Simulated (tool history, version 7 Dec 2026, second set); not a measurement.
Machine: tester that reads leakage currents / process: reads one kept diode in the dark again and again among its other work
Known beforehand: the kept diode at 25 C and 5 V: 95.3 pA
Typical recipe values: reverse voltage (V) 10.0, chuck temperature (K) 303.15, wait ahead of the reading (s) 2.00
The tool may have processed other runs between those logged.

run     day  reverse voltage (V)  chuck temperature (K)  wait ahead of the reading (s)  current that the tester gives (pA)
  1   0.000                 10.0                 303.15                           2.00                              206.67
  2   7.946                 10.0                 319.15                           2.00                              624.90
  3  13.858                 10.0                 319.15                           2.00                              627.13
  4  18.946                 10.0                 310.15                           2.00                              345.91
     27.600  -- chuck's temperature calibrated
  5  27.600                 10.0                 303.15                           2.00                              191.89
  6  33.458                 11.7                 293.15                           0.58                              110.61
  7  38.450                 13.4                 311.15                           0.57                              384.08
  8  44.238                  4.4                 327.15                           6.28                              734.06
  9  54.646                  4.4                 327.15                           6.28                              736.68
 10  59.704                 10.0                 309.15                           4.83                              305.34

How would selected steps in current that the tester gives (pA) from run to run divide? Give the signed amount a tool lacking its hidden state would still show from settings, what came in and random variation, and the signed amount left for the hidden state, including any gauge scatter that is not in both of the compared results.
What the log doesn't record here: stray current of the dirty probe card, pA a volt; current scale over the true one, %; true chuck temperature over the reading, C; drift of the gauge itself on leakage_pa, %.
Run 1 -> 2: chuck temperature (K) 303.15 -> 319.15. current that the tester gives (pA) +418.23: hidden state +37.20, all else +381.03.
Run 9 -> 10: reverse voltage (V) 4.4 -> 10.0, chuck temperature (K) 327.15 -> 309.15, wait ahead of the reading (s) 6.28 -> 4.83. current that the tester gives (pA) -431.34: hidden state +4.85, all else -436.19.

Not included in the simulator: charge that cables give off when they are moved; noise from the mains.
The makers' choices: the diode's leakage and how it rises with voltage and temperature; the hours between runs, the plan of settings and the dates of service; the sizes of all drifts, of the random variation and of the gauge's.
